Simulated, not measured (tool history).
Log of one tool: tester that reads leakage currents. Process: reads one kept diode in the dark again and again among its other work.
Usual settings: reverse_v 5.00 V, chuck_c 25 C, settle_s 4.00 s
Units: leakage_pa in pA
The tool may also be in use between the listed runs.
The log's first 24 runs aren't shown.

run	day	reverse_v	chuck_c	settle_s	leakage_pa
25	22.229	7.07	31	1.42	290.91
26	22.821	7.07	31	1.42	290.37
27	23.908	2.13	31	0.60	169.31
28	24.646	2.13	31	0.60	169.09
29	25.696	5.00	41	1.40	482.91
30	26.608	13.34	44	1.65	915.89
31	27.838	13.34	44	1.65	911.35
32	28.625	1.27	42	0.46	278.89
33	29.408	1.27	52	0.70	523.54
34	30.558	1.27	52	6.59	521.09
35	31.125	1.27	52	6.59	521.48
36	31.800	5.00	41	4.68	482.80
37	32.638	5.00	33	4.37	283.68
38	33.396	5.00	33	4.37	281.15
39	34.262	3.11	53	4.31	828.11

4 ways to go on from here, each from the tool as it stands after run 39. What would each give?
A	35.092	5.00	42	6.84	?
B	35.092	3.11	53	0.39	?
C	35.092	6.10	43	4.00	?
D	35.092	11.53	37	4.31	?

run	leakage_pa
A	513.75
B	829.46
C	602.06
D	535.75
Without the tool's hidden state the same runs would have given:
run	leakage_pa
A	526.67
B	849.62
C	617.03
D	548.44

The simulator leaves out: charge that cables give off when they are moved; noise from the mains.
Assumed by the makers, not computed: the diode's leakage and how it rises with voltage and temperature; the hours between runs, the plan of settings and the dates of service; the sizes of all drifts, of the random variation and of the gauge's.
